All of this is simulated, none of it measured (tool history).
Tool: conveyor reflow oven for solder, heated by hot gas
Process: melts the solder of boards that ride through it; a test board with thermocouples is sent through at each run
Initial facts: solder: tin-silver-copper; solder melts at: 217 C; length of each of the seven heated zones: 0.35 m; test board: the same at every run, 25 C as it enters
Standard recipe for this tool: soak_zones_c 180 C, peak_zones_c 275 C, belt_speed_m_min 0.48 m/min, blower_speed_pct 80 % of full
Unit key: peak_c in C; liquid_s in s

Run 1, day 0: usual settings. Result: peak_c 257.9 C, liquid_s 73.2 s.
Run 2, day 0.421: usual settings. Result: peak_c 258.8 C, liquid_s 72.5 s.
Run 3, day 1.142: usual settings. Result: peak_c 259.3 C, liquid_s 72.7 s.
Run 4, day 1.708: usual settings but peak_zones_c 264 C. Result: peak_c 248.8 C, liquid_s 65.3 s.
At day 2.1: flux residue cleaned out of gas plates and filters.
Run 5, day 2.329: usual settings. Result: peak_c 262.4 C, liquid_s 75.8 s.
Run 6, day 2.996: usual settings. Result: peak_c 261.2 C, liquid_s 75.2 s.
Run 7, day 3.417: usual settings but belt_speed_m_min 0.577 m/min. Result: peak_c 257 C, liquid_s 58.7 s.
Run 8, day 4.012: usual settings but belt_speed_m_min 0.577 m/min. Result: peak_c 256.5 C, liquid_s 58.9 s.

Estimate the outcome of run 9 from the log above:
Run 9, day 4.562: usual settings but peak_zones_c 280 C, belt_speed_m_min 0.577 m/min. Result: peak_c ?, liquid_s ?.

For run 9 the tool returned peak_c 259.8 C, liquid_s 61.1 s.
If the tool had no hidden condition, the same run with the same run-to-run variation would have returned peak_c 260.9 C, liquid_s 61.4 s.
